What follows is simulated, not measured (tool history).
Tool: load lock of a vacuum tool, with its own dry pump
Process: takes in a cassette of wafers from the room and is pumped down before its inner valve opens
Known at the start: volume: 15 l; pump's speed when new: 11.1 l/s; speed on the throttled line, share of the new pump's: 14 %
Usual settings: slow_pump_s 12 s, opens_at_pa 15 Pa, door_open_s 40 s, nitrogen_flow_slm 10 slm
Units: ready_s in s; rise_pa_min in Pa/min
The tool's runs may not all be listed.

| run | hour | slow_pump_s | opens_at_pa | door_open_s | nitrogen_flow_slm | incoming humidity of the room's air, % | ready_s | rise_pa_min |
|---|---|---|---|---|---|---|---|---|
| 1 | 0 | 12 | 15 | 40 | 10 | 45.8 | 22.1 | 0.096 |
| 2 | 93.8 | 12 | 15 | 40 | 10 | 43.9 | 22.5 | 0.091 |
| 3 | 160.2 | 12 | 15 | 40 | 10 | 47.1 | 22.2 | 0.095 |
| 4 | 251 | 12 | 15 | 40 | 10 | 44.9 | 22.4 | 0.092 |
| 5 | 312.9 | 12 | 15 | 40 | 35 | 44.9 | 22.2 | 0.071 |
| 6 | 386.6 | 12 | 15 | 40 | 5 | 42.6 | 22.3 | 0.094 |
| 7 | 457.5 | 12 | 15 | 40 | 10 | 41.8 | 22.3 | 0.089 |
| 8 | 536.5 | 12 | 15 | 40 | 10 | 44.8 | 22.4 | 0.089 |
| 9 | 604.6 | 12 | 15 | 40 | 10 | 46.1 | 22.4 | 0.096 |
| 10 | 679 | 12 | 15 | 120 | 28 | 42.2 | 22.4 | 0.12 |
| 11 | 759.3 | 6 | 22 | 60 | 29 | 44.1 | 16.9 | 0.093 |
| 12 | 805.6 | 20 | 12 | 36 | 10 | 46.4 | 29.6 | 0.094 |

Run 13 comes next. What will it give?
| 13 | 894.5 | 20 | 12 | 36 | 10 | 46 | ? | ? |

Run 13 gave ready_s 29.4 s, rise_pa_min 0.096 Pa/min.
Without the tool's hidden state the same run would have given ready_s 29.3 s, rise_pa_min 0.072 Pa/min.

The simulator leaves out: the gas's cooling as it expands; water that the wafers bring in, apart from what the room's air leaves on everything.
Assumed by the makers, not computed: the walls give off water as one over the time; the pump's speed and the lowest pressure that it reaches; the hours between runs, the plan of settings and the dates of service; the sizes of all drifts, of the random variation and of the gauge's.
